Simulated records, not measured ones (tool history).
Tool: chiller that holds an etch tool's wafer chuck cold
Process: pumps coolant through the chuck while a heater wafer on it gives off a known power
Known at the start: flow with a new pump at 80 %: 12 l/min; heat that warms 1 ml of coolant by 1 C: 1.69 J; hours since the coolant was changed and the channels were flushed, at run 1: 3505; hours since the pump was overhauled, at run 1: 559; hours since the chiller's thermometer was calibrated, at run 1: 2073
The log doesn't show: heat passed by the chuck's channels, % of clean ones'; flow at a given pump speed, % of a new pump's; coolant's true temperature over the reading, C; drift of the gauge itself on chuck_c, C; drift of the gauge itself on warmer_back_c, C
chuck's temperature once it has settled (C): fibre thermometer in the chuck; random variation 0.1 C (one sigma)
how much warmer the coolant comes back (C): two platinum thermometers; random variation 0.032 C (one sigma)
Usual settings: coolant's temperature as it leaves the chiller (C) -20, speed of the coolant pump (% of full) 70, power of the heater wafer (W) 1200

run   hour  coolant's temperature as it leaves the chiller (C)  speed of the coolant pump (% of full)  power of the heater wafer (W)  hours since the coolant was changed and the channels were flushed  hours since the pump was overhauled  hours since the chiller's thermometer was calibrated  chuck's temperature once it has settled (C)  how much warmer the coolant comes back (C)
  1      0                                                 -20                                     70                           1200                                                               3505                                  559                                                  2073                                         -7.8                                        4.16
  2   24.5                                                 -20                                     70                           1200                                                               3529                                  584                                                  2097                                         -7.8                                        4.15
  3   37.4                                                 -20                                     70                           1200                                                               3542                                  597                                                  2110                                         -7.7                                         4.2
  4   63.6                                                 -20                                     70                           1200                                                               3568                                  623                                                  2136                                         -7.5                                         4.2
  5   92.6                                                 -20                                     70                           1200                                                               3597                                  652                                                  2165                                         -7.7                                        4.17
     112.1  -- coolant changed, channels flushed
  6  115.2                                                 -20                                     70                           1200                                                                  3                                  668                                                  2182                                         -8.1                                        4.13
  7  136.6                                                 -20                                     70                           1200                                                                 25                                  690                                                  2204                                         -8.3                                        4.18
  8  163.2                                                 -20                                     70                            676                                                                 51                                  716                                                  2230                                        -13.1                                        2.32
  9  177.6                                                 -20                                     70                            676                                                                 65                                  731                                                  2244                                        -13.1                                        2.29
 10  199.1                                                 -20                                     70                            676                                                                 87                                  752                                                  2266                                          -13                                        2.34
 11  216.8                                                 -20                                     70                            676                                                                105                                  770                                                  2284                                        -13.1                                        2.32
 12  242.4                                                 -20                                     70                           1200                                                                130                                  796                                                  2309                                         -8.1                                         4.2
 13  272.3                                                 -20                                     74                           1200                                                                160                                  825                                                  2339                                         -8.7                                        3.96
 14  296.2                                                 -20                                     74                           1200                                                                184                                  849                                                  2363                                         -8.5                                        4.01
 15  313.7                                                 -20                                     70                           1733                                                                202                                  867                                                  2381                                         -3.1                                        6.01
 16  331.4                                                 -20                                     70                           1733                                                                219                                  885                                                  2398                                         -3.2                                        6.06
 17  349.4                                                 -20                                     70                           1200                                                                237                                  903                                                  2416                                         -8.1                                        4.18
 18  367.8                                                 -20                                     70                           1200                                                                256                                  921                                                  2435                                         -8.1                                        4.15
 19  395.9                                                 -29                                     70                           1200                                                                284                                  949                                                  2463                                        -17.2                                        4.17
 20    414                                                 -13                                     77                           1485                                                                302                                  967                                                  2481                                          0.7                                        4.72
 21  436.7                                                 -13                                     77                           1485                                                                325                                  990                                                  2504                                          0.6                                        4.76
 22  456.5                                                 -30                                     82                           1561                                                                344                                 1010                                                  2523                                        -15.9                                        4.67
 23  473.3                                                 -20                                     70                            640                                                                361                                 1026                                                  2540                                        -13.4                                        2.24
 24  487.7                                                 -20                                     70                            640                                                                376                                 1041                                                  2555                                        -13.4                                        2.28
 25  505.6                                                 -20                                     70                            718                                                                393                                 1059                                                  2572                                        -12.5                                        2.51
 26  530.9                                                 -20                                     70                            718                                                                419                                 1084                                                  2598                                        -12.7                                        2.55
 27  547.1                                                 -13                                     71                           1200                                                                435                                 1100                                                  2614                                         -1.2                                         4.2
 28  568.7                                                 -13                                     71                           1200                                                                457                                 1122                                                  2636                                         -1.1                                        4.13
 29  590.2                                                 -21                                     77                           1048                                                                478                                 1143                                                  2657                                          -11                                         3.4
 30    618                                                 -20                                     68                            814                                                                506                                 1171                                                  2685                                        -11.3                                        2.98
 31  636.9                                                 -15                                     68                            814                                                                525                                 1190                                                  2704                                         -6.2                                        3.01
 32  658.3                                                 -20                                     73                           1200                                                                546                                 1211                                                  2725                                         -8.4                                        4.03
 33  674.5                                                 -20                                     73                           1200                                                                562                                 1228                                                  2741                                         -8.2                                        4.11

Forecast each of these 3 alternatives for the next run:
  A   698                                                 -22                                     94                            743                                                                586                                 1251                                                  2765                                            ?                                           ?
  B   698                                                 -20                                     96                           1429                                                                586                                 1251                                                  2765                                            ?                                           ?
  C   698                                                 -13                                     90                           1200                                                                586                                 1251                                                  2765                                            ?                                           ?

run  chuck's temperature once it has settled (C)  how much warmer the coolant comes back (C)
  A                                        -15.6                                        1.94
  B                                         -8.2                                        3.69
  C                                         -2.7                                        3.32
Without the tool's hidden state the same runs would have given:
run  chuck's temperature once it has settled (C)  how much warmer the coolant comes back (C)
  A                                        -16.6                                        1.86
  B                                         -9.4                                        3.53
  C                                         -3.8                                        3.17
